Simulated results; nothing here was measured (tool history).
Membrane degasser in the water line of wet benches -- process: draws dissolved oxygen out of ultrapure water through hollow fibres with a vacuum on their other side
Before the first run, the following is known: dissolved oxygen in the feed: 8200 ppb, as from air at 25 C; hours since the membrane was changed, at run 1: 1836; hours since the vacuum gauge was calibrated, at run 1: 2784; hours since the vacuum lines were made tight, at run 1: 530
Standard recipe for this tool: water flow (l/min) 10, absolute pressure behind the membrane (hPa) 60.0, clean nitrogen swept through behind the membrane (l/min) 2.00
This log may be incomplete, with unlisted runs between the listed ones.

| run | hour | water flow (l/min) | absolute pressure behind the membrane (hPa) | clean nitrogen swept through behind the membrane (l/min) | hours since the membrane was changed | hours since the vacuum gauge was calibrated | hours since the vacuum lines were made tight | dissolved oxygen in the water behind the degasser (ppb) | pressure that the water loses in the fibres (hPa) |
|---|---|---|---|---|---|---|---|---|---|
| 1 | 0.0 | 10 | 60.0 | 2.00 | 1836 | 2784 | 530 | 88.8 | 651.7 |
| 2 | 49.5 | 10 | 60.0 | 2.00 | 1886 | 2833 | 580 | 90.5 | 647.7 |
| 3 | 91.7 | 10 | 60.0 | 2.00 | 1928 | 2875 | 622 | 91.0 | 650.8 |
| 4 | 118.9 | 10 | 60.0 | 2.00 | 1955 | 2903 | 649 | 89.8 | 651.2 |
| 5 | 140.6 | 10 | 60.0 | 2.00 | 1977 | 2924 | 671 | 91.1 | 647.4 |
| 6 | 179.4 | 10 | 60.0 | 2.00 | 2016 | 2963 | 710 | 89.7 | 650.8 |
| 7 | 212.6 | 10 | 60.0 | 2.00 | 2049 | 2996 | 743 | 90.6 | 652.8 |
| 8 | 238.4 | 10 | 60.0 | 2.00 | 2075 | 3022 | 769 | 91.6 | 650.6 |
| 9 | 284.2 | 10 | 60.0 | 2.00 | 2121 | 3068 | 815 | 91.0 | 647.5 |
| 10 | 321.8 | 10 | 60.0 | 2.00 | 2158 | 3105 | 852 | 91.2 | 649.9 |
| 11 | 370.2 | 10 | 60.0 | 2.00 | 2207 | 3154 | 901 | 92.8 | 652.5 |
| 12 | 395.8 | 10 | 60.0 | 2.00 | 2232 | 3179 | 926 | 92.0 | 649.4 |
| 13 | 432.0 | 10 | 60.0 | 2.00 | 2268 | 3216 | 962 | 90.6 | 648.9 |
| 14 | 482.1 | 10 | 140.3 | 2.00 | 2319 | 3266 | 1013 | 185.7 | 651.0 |
| 15 | 519.7 | 10 | 140.3 | 2.00 | 2356 | 3303 | 1050 | 188.5 | 652.3 |
| 16 | 559.2 | 10 | 140.3 | 2.00 | 2396 | 3343 | 1090 | 187.6 | 649.8 |
| 17 | 583.9 | 10 | 60.0 | 2.06 | 2420 | 3368 | 1114 | 90.5 | 652.7 |
| 18 | 604.7 | 10 | 60.0 | 2.06 | 2441 | 3388 | 1135 | 90.8 | 649.6 |
| 19 | 640.6 | 10 | 60.0 | 2.06 | 2477 | 3424 | 1171 | 91.6 | 652.8 |
| 20 | 672.2 | 10 | 90.3 | 2.06 | 2509 | 3456 | 1203 | 127.0 | 651.0 |
| 21 | 700.7 | 10 | 90.3 | 2.06 | 2537 | 3484 | 1231 | 125.2 | 652.8 |
| 22 | 748.3 | 11 | 60.5 | 3.42 | 2585 | 3532 | 1279 | 103.5 | 718.2 |
| 23 | 792.4 | 11 | 60.5 | 3.42 | 2629 | 3576 | 1323 | 105.1 | 714.8 |
| 24 | 833.0 | 11 | 60.5 | 1.21 | 2669 | 3617 | 1364 | 145.4 | 716.8 |
| 25 | 881.7 | 11 | 81.0 | 1.21 | 2718 | 3665 | 1412 | 187.9 | 716.5 |
| 26 | 922.5 | 11 | 81.0 | 1.21 | 2759 | 3706 | 1453 | 187.6 | 713.7 |
| 27 | 944.3 | 6 | 94.2 | 2.00 | 2781 | 3728 | 1475 | 51.7 | 391.9 |
| 28 | 989.5 | 6 | 94.2 | 2.00 | 2826 | 3773 | 1520 | 52.1 | 391.3 |
| 29 | 1015.9 | 8 | 97.0 | 2.00 | 2852 | 3800 | 1546 | 86.2 | 522.1 |
| 30 | 1046.4 | 14 | 97.0 | 3.73 | 2883 | 3830 | 1577 | 241.2 | 915.0 |
| 31 | 1096.1 | 15 | 60.0 | 2.00 | 2933 | 3880 | 1627 | 274.2 | 976.8 |
| 32 | 1126.4 | 7 | 73.5 | 0.83 | 2963 | 3910 | 1657 | 96.6 | 456.6 |
| 33 | 1177.2 | 7 | 49.4 | 0.83 | 3014 | 3961 | 1708 | 47.9 | 455.5 |

3 ways to go on from here, each from the tool as it stands after run 33. What would each give?
| A | 1225.7 | 10 | 60.0 | 1.59 | 3062 | 4009 | 1756 | ? | ? |
| B | 1225.7 | 16 | 65.7 | 1.45 | 3062 | 4009 | 1756 | ? | ? |
| C | 1225.7 | 7 | 70.1 | 2.89 | 3062 | 4009 | 1756 | ? | ? |

| run | dissolved oxygen in the water behind the degasser (ppb) | pressure that the water loses in the fibres (hPa) |
|---|---|---|
| A | 99.9 | 648.7 |
| B | 354.6 | 1045.4 |
| C | 34.7 | 456.4 |
Without the tool's hidden state the same runs would have given:
| run | dissolved oxygen in the water behind the degasser (ppb) | pressure that the water loses in the fibres (hPa) |
|---|---|---|
| A | 95.5 | 643.0 |
| B | 343.6 | 1036.2 |
| C | 33.1 | 452.4 |
